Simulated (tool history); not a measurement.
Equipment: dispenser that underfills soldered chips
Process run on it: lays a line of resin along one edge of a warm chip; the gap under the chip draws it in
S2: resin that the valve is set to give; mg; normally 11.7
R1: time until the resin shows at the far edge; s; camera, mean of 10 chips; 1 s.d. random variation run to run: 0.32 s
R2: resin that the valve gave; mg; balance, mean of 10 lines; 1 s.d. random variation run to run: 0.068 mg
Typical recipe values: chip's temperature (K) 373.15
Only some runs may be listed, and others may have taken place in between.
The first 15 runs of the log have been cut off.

{"day": 3.675, "done": "new syringe of resin"}
{"run": 16, "day": 3.762, "chip's temperature (K)": 373.15, "S2": 11.7, "R1": 14.2, "R2": 11.41}
{"run": 17, "day": 3.954, "chip's temperature (K)": 360.15, "S2": 11.7, "R1": 26.8, "R2": 11.47}
{"run": 18, "day": 4.175, "chip's temperature (K)": 360.15, "S2": 11.7, "R1": 38.4, "R2": 11.41}
{"day": 4.262, "done": "new syringe of resin"}
{"run": 19, "day": 4.446, "chip's temperature (K)": 373.15, "S2": 15.2, "R1": 15.8, "R2": 14.71}
{"run": 20, "day": 4.696, "chip's temperature (K)": 371.15, "S2": 14.9, "R1": 24.6, "R2": 14.47}
{"day": 4.85, "done": "new syringe of resin"}
{"run": 21, "day": 4.867, "chip's temperature (K)": 365.15, "S2": 14.8, "R1": 15.9, "R2": 14.28}
{"run": 22, "day": 5.142, "chip's temperature (K)": 359.15, "S2": 14.9, "R1": 27.1, "R2": 14.18}
{"day": 5.442, "done": "new syringe of resin"}
{"run": 23, "day": 5.504, "chip's temperature (K)": 361.15, "S2": 11.1, "R1": 19.1, "R2": 10.55}
{"run": 24, "day": 5.754, "chip's temperature (K)": 374.15, "S2": 10.8, "R1": 20.1, "R2": 10.25}
{"day": 6.017, "done": "new syringe of resin"}
{"run": 25, "day": 6.092, "chip's temperature (K)": 374.15, "S2": 10.8, "R1": 13.5, "R2": 10.07}
{"run": 26, "day": 6.267, "chip's temperature (K)": 383.15, "S2": 14.3, "R1": 13.3, "R2": 13.39}
{"run": 27, "day": 6.567, "chip's temperature (K)": 369.15, "S2": 12.6, "R1": 30.9, "R2": 11.76}
{"day": 6.604, "done": "new syringe of resin"}
{"run": 28, "day": 6.908, "chip's temperature (K)": 369.15, "S2": 12.6, "R1": 21.6, "R2": 11.65}
{"run": 29, "day": 7.083, "chip's temperature (K)": 358.15, "S2": 11.6, "R1": 38.9, "R2": 10.59}
{"day": 7.192, "done": "new syringe of resin"}
{"run": 30, "day": 7.317, "chip's temperature (K)": 358.15, "S2": 11.6, "R1": 22.7, "R2": 10.8}
{"run": 31, "day": 7.579, "chip's temperature (K)": 388.15, "S2": 11.9, "R1": 14.8, "R2": 10.78}
{"run": 32, "day": 7.75, "chip's temperature (K)": 377.15, "S2": 11.8, "R1": 25.0, "R2": 10.79}
{"day": 7.779, "done": "new syringe of resin"}
{"run": 33, "day": 8.108, "chip's temperature (K)": 377.15, "S2": 11.8, "R1": 18.3, "R2": 10.6}
{"day": 8.354, "done": "new syringe of resin"}
{"run": 34, "day": 8.433, "chip's temperature (K)": 377.15, "S2": 11.8, "R1": 12.7, "R2": 10.6}
{"run": 35, "day": 8.667, "chip's temperature (K)": 358.15, "S2": 12.3, "R1": 30.6, "R2": 11.09}

5 options for the next run, each taken on its own from the tool as it stands now. Forecast them:
{"run": "A", "day": 8.854, "chip's temperature (K)": 358.15, "S2": 9.9, "R1": "?", "R2": "?"}
{"run": "B", "day": 8.854, "chip's temperature (K)": 382.15, "S2": 10.8, "R1": "?", "R2": "?"}
{"run": "C", "day": 8.854, "chip's temperature (K)": 375.15, "S2": 11.0, "R1": "?", "R2": "?"}
{"run": "D", "day": 8.854, "chip's temperature (K)": 368.15, "S2": 10.8, "R1": "?", "R2": "?"}
{"run": "E", "day": 8.854, "chip's temperature (K)": 379.15, "S2": 14.0, "R1": "?", "R2": "?"}

run=A R1=43.5 R2=8.79
run=B R1=21.2 R2=9.70
run=C R1=26.2 R2=9.92
run=D R1=31.3 R2=9.68
run=E R1=22.0 R2=12.41
Without the tool's hidden state the same runs would have given:
run=A R1=20.2 R2=9.84
run=B R1=9.8 R2=10.87
run=C R1=12.2 R2=11.11
run=D R1=14.5 R2=10.84
run=E R1=10.4 R2=13.91
